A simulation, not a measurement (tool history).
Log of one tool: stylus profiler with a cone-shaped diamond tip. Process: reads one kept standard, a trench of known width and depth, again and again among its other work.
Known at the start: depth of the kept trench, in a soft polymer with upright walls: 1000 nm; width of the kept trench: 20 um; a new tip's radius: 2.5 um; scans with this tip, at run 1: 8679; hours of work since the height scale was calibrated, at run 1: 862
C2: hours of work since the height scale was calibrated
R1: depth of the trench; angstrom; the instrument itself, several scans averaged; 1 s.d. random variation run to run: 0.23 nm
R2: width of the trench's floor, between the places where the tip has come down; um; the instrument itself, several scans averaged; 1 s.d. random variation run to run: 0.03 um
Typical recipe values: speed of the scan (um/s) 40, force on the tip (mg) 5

{"run": 1, "hour": 0.0, "speed of the scan (um/s)": 40, "force on the tip (mg)": 5, "scans with this tip": 8679, "C2": 862, "R1": 10095.3, "R2": 15.91}
{"run": 2, "hour": 109.4, "speed of the scan (um/s)": 40, "force on the tip (mg)": 5, "scans with this tip": 9156, "C2": 909, "R1": 10095.1, "R2": 15.88}
{"run": 3, "hour": 162.6, "speed of the scan (um/s)": 40, "force on the tip (mg)": 5, "scans with this tip": 9387, "C2": 932, "R1": 10101.9, "R2": 15.91}
{"run": 4, "hour": 274.1, "speed of the scan (um/s)": 40, "force on the tip (mg)": 5, "scans with this tip": 9872, "C2": 981, "R1": 10099.2, "R2": 15.91}
{"run": 5, "hour": 355.7, "speed of the scan (um/s)": 40, "force on the tip (mg)": 5, "scans with this tip": 10227, "C2": 1016, "R1": 10098.1, "R2": 15.89}
{"run": 6, "hour": 426.2, "speed of the scan (um/s)": 40, "force on the tip (mg)": 5, "scans with this tip": 10534, "C2": 1046, "R1": 10096.1, "R2": 15.94}
{"run": 7, "hour": 473.2, "speed of the scan (um/s)": 40, "force on the tip (mg)": 12.36, "scans with this tip": 10739, "C2": 1067, "R1": 10176.7, "R2": 15.99}
{"run": 8, "hour": 556.9, "speed of the scan (um/s)": 40, "force on the tip (mg)": 5.68, "scans with this tip": 11103, "C2": 1103, "R1": 10102.6, "R2": 15.98}
{"run": 9, "hour": 643.4, "speed of the scan (um/s)": 40, "force on the tip (mg)": 5.68, "scans with this tip": 11480, "C2": 1140, "R1": 10106.3, "R2": 15.96}
{"run": 10, "hour": 753.8, "speed of the scan (um/s)": 40, "force on the tip (mg)": 5, "scans with this tip": 11960, "C2": 1188, "R1": 10094.4, "R2": 15.88}
{"run": 11, "hour": 864.0, "speed of the scan (um/s)": 105, "force on the tip (mg)": 5, "scans with this tip": 12439, "C2": 1236, "R1": 10094.4, "R2": 15.83}
{"run": 12, "hour": 919.9, "speed of the scan (um/s)": 105, "force on the tip (mg)": 5, "scans with this tip": 12683, "C2": 1260, "R1": 10094, "R2": 15.82}
{"run": 13, "hour": 998.5, "speed of the scan (um/s)": 105, "force on the tip (mg)": 5, "scans with this tip": 13025, "C2": 1294, "R1": 10094.7, "R2": 15.84}
{"run": 14, "hour": 1092.1, "speed of the scan (um/s)": 105, "force on the tip (mg)": 5, "scans with this tip": 13432, "C2": 1334, "R1": 10096.5, "R2": 15.83}
{"run": 15, "hour": 1184.3, "speed of the scan (um/s)": 105, "force on the tip (mg)": 5, "scans with this tip": 13834, "C2": 1374, "R1": 10094.9, "R2": 15.81}
{"run": 16, "hour": 1254.2, "speed of the scan (um/s)": 40, "force on the tip (mg)": 5, "scans with this tip": 14138, "C2": 1404, "R1": 10096, "R2": 15.89}
{"run": 17, "hour": 1302.1, "speed of the scan (um/s)": 40, "force on the tip (mg)": 5, "scans with this tip": 14346, "C2": 1425, "R1": 10096.4, "R2": 15.94}
{"run": 18, "hour": 1381.2, "speed of the scan (um/s)": 40, "force on the tip (mg)": 11.65, "scans with this tip": 14691, "C2": 1459, "R1": 10167.9, "R2": 15.91}
{"run": 19, "hour": 1435.1, "speed of the scan (um/s)": 135, "force on the tip (mg)": 11.65, "scans with this tip": 14925, "C2": 1482, "R1": 10170.9, "R2": 15.79}
{"run": 20, "hour": 1496.5, "speed of the scan (um/s)": 135, "force on the tip (mg)": 11.65, "scans with this tip": 15192, "C2": 1509, "R1": 10165.7, "R2": 15.82}
{"run": 21, "hour": 1567.2, "speed of the scan (um/s)": 135, "force on the tip (mg)": 11.65, "scans with this tip": 15500, "C2": 1540, "R1": 10167.2, "R2": 15.87}
{"run": 22, "hour": 1669.3, "speed of the scan (um/s)": 135, "force on the tip (mg)": 11.65, "scans with this tip": 15944, "C2": 1584, "R1": 10168.5, "R2": 15.87}
{"run": 23, "hour": 1765.9, "speed of the scan (um/s)": 135, "force on the tip (mg)": 11.65, "scans with this tip": 16364, "C2": 1625, "R1": 10167.1, "R2": 15.83}
{"run": 24, "hour": 1861.4, "speed of the scan (um/s)": 19, "force on the tip (mg)": 2.64, "scans with this tip": 16780, "C2": 1667, "R1": 10062.5, "R2": 15.92}
{"run": 25, "hour": 1972.7, "speed of the scan (um/s)": 19, "force on the tip (mg)": 2.64, "scans with this tip": 17265, "C2": 1715, "R1": 10062.5, "R2": 16.01}
{"run": 26, "hour": 2031.4, "speed of the scan (um/s)": 40, "force on the tip (mg)": 9.68, "scans with this tip": 17520, "C2": 1740, "R1": 10149.6, "R2": 15.96}
{"run": 27, "hour": 2096.7, "speed of the scan (um/s)": 65, "force on the tip (mg)": 8.4, "scans with this tip": 17804, "C2": 1768, "R1": 10131.3, "R2": 15.84}
{"run": 28, "hour": 2183.7, "speed of the scan (um/s)": 22, "force on the tip (mg)": 3.51, "scans with this tip": 18183, "C2": 1806, "R1": 10078.7, "R2": 15.98}
{"run": 29, "hour": 2237.0, "speed of the scan (um/s)": 114, "force on the tip (mg)": 4.85, "scans with this tip": 18415, "C2": 1829, "R1": 10095.5, "R2": 15.78}
{"hour": 2315.9, "done": "new tip fitted, height scale calibrated"}
{"run": 30, "hour": 2343.1, "speed of the scan (um/s)": 131, "force on the tip (mg)": 2.25, "scans with this tip": 119, "C2": 12, "R1": 10052.5, "R2": 15.69}
{"run": 31, "hour": 2414.0, "speed of the scan (um/s)": 89, "force on the tip (mg)": 1.95, "scans with this tip": 427, "C2": 42, "R1": 10047.2, "R2": 15.76}
{"run": 32, "hour": 2515.8, "speed of the scan (um/s)": 40, "force on the tip (mg)": 3.49, "scans with this tip": 871, "C2": 86, "R1": 10076, "R2": 15.96}
{"run": 33, "hour": 2588.0, "speed of the scan (um/s)": 85, "force on the tip (mg)": 6.63, "scans with this tip": 1185, "C2": 118, "R1": 10115.4, "R2": 15.86}
{"run": 34, "hour": 2689.4, "speed of the scan (um/s)": 85, "force on the tip (mg)": 6.63, "scans with this tip": 1626, "C2": 161, "R1": 10114.9, "R2": 15.86}
{"run": 35, "hour": 2774.8, "speed of the scan (um/s)": 85, "force on the tip (mg)": 6.63, "scans with this tip": 1997, "C2": 198, "R1": 10115.4, "R2": 15.84}
{"run": 36, "hour": 2857.0, "speed of the scan (um/s)": 22, "force on the tip (mg)": 11.41, "scans with this tip": 2355, "C2": 234, "R1": 10164.6, "R2": 15.97}
{"run": 37, "hour": 2914.2, "speed of the scan (um/s)": 30, "force on the tip (mg)": 1.86, "scans with this tip": 2604, "C2": 259, "R1": 10050.8, "R2": 15.9}
{"run": 38, "hour": 3004.0, "speed of the scan (um/s)": 30, "force on the tip (mg)": 4.96, "scans with this tip": 2995, "C2": 297, "R1": 10095.9, "R2": 15.94}
{"run": 39, "hour": 3085.3, "speed of the scan (um/s)": 30, "force on the tip (mg)": 4.96, "scans with this tip": 3349, "C2": 333, "R1": 10094.1, "R2": 15.97}
{"run": 40, "hour": 3133.9, "speed of the scan (um/s)": 77, "force on the tip (mg)": 2.85, "scans with this tip": 3561, "C2": 354, "R1": 10066.6, "R2": 15.82}
{"run": 41, "hour": 3224.4, "speed of the scan (um/s)": 29, "force on the tip (mg)": 11.1, "scans with this tip": 3954, "C2": 393, "R1": 10163.3, "R2": 15.99}
{"run": 42, "hour": 3284.9, "speed of the scan (um/s)": 85, "force on the tip (mg)": 5, "scans with this tip": 4218, "C2": 419, "R1": 10097.6, "R2": 15.85}
{"run": 43, "hour": 3353.8, "speed of the scan (um/s)": 85, "force on the tip (mg)": 5, "scans with this tip": 4518, "C2": 449, "R1": 10094.3, "R2": 15.83}
{"run": 44, "hour": 3427.6, "speed of the scan (um/s)": 85, "force on the tip (mg)": 5, "scans with this tip": 4839, "C2": 481, "R1": 10095.4, "R2": 15.9}
{"run": 45, "hour": 3514.6, "speed of the scan (um/s)": 21, "force on the tip (mg)": 11.41, "scans with this tip": 5217, "C2": 518, "R1": 10166.5, "R2": 15.92}
{"run": 46, "hour": 3620.0, "speed of the scan (um/s)": 21, "force on the tip (mg)": 11.41, "scans with this tip": 5676, "C2": 564, "R1": 10167.4, "R2": 15.97}

4 ways to go on from here, each from the tool as it stands after run 46. What would each give?
{"run": "A", "hour": 3668.5, "speed of the scan (um/s)": 75, "force on the tip (mg)": 2.83, "scans with this tip": 5887, "C2": 585, "R1": "?", "R2": "?"}
{"run": "B", "hour": 3668.5, "speed of the scan (um/s)": 31, "force on the tip (mg)": 5.88, "scans with this tip": 5887, "C2": 585, "R1": "?", "R2": "?"}
{"run": "C", "hour": 3668.5, "speed of the scan (um/s)": 146, "force on the tip (mg)": 3.2, "scans with this tip": 5887, "C2": 585, "R1": "?", "R2": "?"}
{"run": "D", "hour": 3668.5, "speed of the scan (um/s)": 141, "force on the tip (mg)": 3.21, "scans with this tip": 5887, "C2": 585, "R1": "?", "R2": "?"}

run=A R1=10064.3 R2=15.85
run=B R1=10103.2 R2=15.97
run=C R1=10072.8 R2=15.73
run=D R1=10076.6 R2=15.7
Stripped of hidden state, with their random variation kept, the same runs would have yielded:
run=A R1=10064.3 R2=15.86
run=B R1=10103.2 R2=15.97
run=C R1=10072.9 R2=15.74
run=D R1=10076.7 R2=15.71

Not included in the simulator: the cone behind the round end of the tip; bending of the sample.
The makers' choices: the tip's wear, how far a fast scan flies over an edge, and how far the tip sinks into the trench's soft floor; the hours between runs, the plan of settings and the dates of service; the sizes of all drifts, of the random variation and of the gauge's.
